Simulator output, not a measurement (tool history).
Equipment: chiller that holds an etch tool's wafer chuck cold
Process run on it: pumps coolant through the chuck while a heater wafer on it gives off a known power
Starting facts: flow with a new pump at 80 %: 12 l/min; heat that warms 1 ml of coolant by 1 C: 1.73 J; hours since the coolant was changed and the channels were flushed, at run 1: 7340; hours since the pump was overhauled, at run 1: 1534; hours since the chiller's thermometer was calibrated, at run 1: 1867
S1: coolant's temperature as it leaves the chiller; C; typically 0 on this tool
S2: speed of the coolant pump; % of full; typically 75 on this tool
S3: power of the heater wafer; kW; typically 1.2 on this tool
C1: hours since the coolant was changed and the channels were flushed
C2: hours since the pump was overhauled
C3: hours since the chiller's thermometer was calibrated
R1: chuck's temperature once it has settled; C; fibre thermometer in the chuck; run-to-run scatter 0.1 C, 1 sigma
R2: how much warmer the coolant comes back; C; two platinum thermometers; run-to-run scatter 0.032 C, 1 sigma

{"run": 1, "day": 0.0, "S1": 0, "S2": 75, "S3": 1.2, "C1": 7340, "C2": 1534, "C3": 1867, "R1": 14, "R2": 3.74}
{"run": 2, "day": 1.467, "S1": 0, "S2": 75, "S3": 1.2, "C1": 7375, "C2": 1569, "C3": 1903, "R1": 14, "R2": 3.74}
{"run": 3, "day": 3.412, "S1": 0, "S2": 75, "S3": 1.2, "C1": 7422, "C2": 1616, "C3": 1949, "R1": 14.1, "R2": 3.72}
{"run": 4, "day": 4.442, "S1": 0, "S2": 66, "S3": 1.2, "C1": 7446, "C2": 1640, "C3": 1974, "R1": 15.2, "R2": 4.3}
{"run": 5, "day": 6.375, "S1": 0, "S2": 75, "S3": 1.2, "C1": 7493, "C2": 1687, "C3": 2020, "R1": 14.1, "R2": 3.69}
{"run": 6, "day": 8.021, "S1": 0, "S2": 75, "S3": 1.2, "C1": 7532, "C2": 1726, "C3": 2060, "R1": 14, "R2": 3.62}
{"run": 7, "day": 8.967, "S1": 0, "S2": 75, "S3": 1.2, "C1": 7555, "C2": 1749, "C3": 2083, "R1": 13.9, "R2": 3.67}
{"run": 8, "day": 9.821, "S1": 0, "S2": 75, "S3": 1.2, "C1": 7575, "C2": 1769, "C3": 2103, "R1": 14.1, "R2": 3.69}
{"run": 9, "day": 11.629, "S1": 0, "S2": 75, "S3": 1.2, "C1": 7619, "C2": 1813, "C3": 2147, "R1": 14.1, "R2": 3.6}
{"run": 10, "day": 13.604, "S1": 0, "S2": 75, "S3": 1.2, "C1": 7666, "C2": 1860, "C3": 2194, "R1": 14.2, "R2": 3.59}
{"run": 11, "day": 14.633, "S1": 0, "S2": 75, "S3": 1.2, "C1": 7691, "C2": 1885, "C3": 2219, "R1": 14.1, "R2": 3.62}
{"run": 12, "day": 16.0, "S1": 0, "S2": 75, "S3": 1.2, "C1": 7724, "C2": 1918, "C3": 2251, "R1": 14.1, "R2": 3.55}
{"run": 13, "day": 18.033, "S1": 0, "S2": 75, "S3": 1.314, "C1": 7772, "C2": 1966, "C3": 2300, "R1": 15.5, "R2": 3.94}
{"run": 14, "day": 19.783, "S1": 0, "S2": 75, "S3": 1.314, "C1": 7815, "C2": 2008, "C3": 2342, "R1": 15.4, "R2": 3.92}
{"run": 15, "day": 21.679, "S1": 0, "S2": 75, "S3": 1.314, "C1": 7860, "C2": 2054, "C3": 2388, "R1": 15.3, "R2": 3.91}
{"run": 16, "day": 23.671, "S1": 0, "S2": 75, "S3": 0.994, "C1": 7908, "C2": 2102, "C3": 2435, "R1": 11.8, "R2": 2.8}
{"run": 17, "day": 25.421, "S1": 4, "S2": 83, "S3": 1.704, "C1": 7950, "C2": 2144, "C3": 2477, "R1": 22.6, "R2": 4.48}
{"run": 18, "day": 26.946, "S1": 4, "S2": 83, "S3": 1.704, "C1": 7986, "C2": 2180, "C3": 2514, "R1": 22.7, "R2": 4.46}
{"day": 27.242, "done": "gauge calibrated"}
{"run": 19, "day": 28.817, "S1": 3, "S2": 74, "S3": 0.81, "C1": 8031, "C2": 2225, "C3": 2559, "R1": 12.5, "R2": 2.57}
{"run": 20, "day": 30.242, "S1": 3, "S2": 74, "S3": 0.81, "C1": 8066, "C2": 2259, "C3": 2593, "R1": 12.7, "R2": 2.53}
{"run": 21, "day": 31.496, "S1": 2, "S2": 75, "S3": 1.2, "C1": 8096, "C2": 2290, "C3": 2623, "R1": 16.2, "R2": 3.66}
{"run": 22, "day": 33.029, "S1": 2, "S2": 75, "S3": 1.302, "C1": 8132, "C2": 2326, "C3": 2660, "R1": 17.3, "R2": 3.96}
{"run": 23, "day": 34.217, "S1": -4, "S2": 93, "S3": 1.15, "C1": 8161, "C2": 2355, "C3": 2689, "R1": 7.7, "R2": 2.76}
{"run": 24, "day": 35.454, "S1": -6, "S2": 83, "S3": 0.659, "C1": 8191, "C2": 2385, "C3": 2718, "R1": 1.2, "R2": 1.78}
{"run": 25, "day": 37.438, "S1": -3, "S2": 65, "S3": 0.946, "C1": 8238, "C2": 2432, "C3": 2766, "R1": 9.2, "R2": 3.34}
{"run": 26, "day": 38.467, "S1": -3, "S2": 65, "S3": 0.946, "C1": 8263, "C2": 2457, "C3": 2791, "R1": 9.2, "R2": 3.39}

Estimate the outcome of run 27 from the log above:
{"run": 27, "day": 39.483, "S1": -3, "S2": 65, "S3": 0.946, "C1": 8287, "C2": 2481, "C3": 2815, "R1": "?", "R2": "?"}

Logged for run 27: R1 9.1 C, R2 3.31 C.
On a tool with no hidden condition, and with the same random variation, this run would have come out at R1 9.1 C, R2 3.43 C.
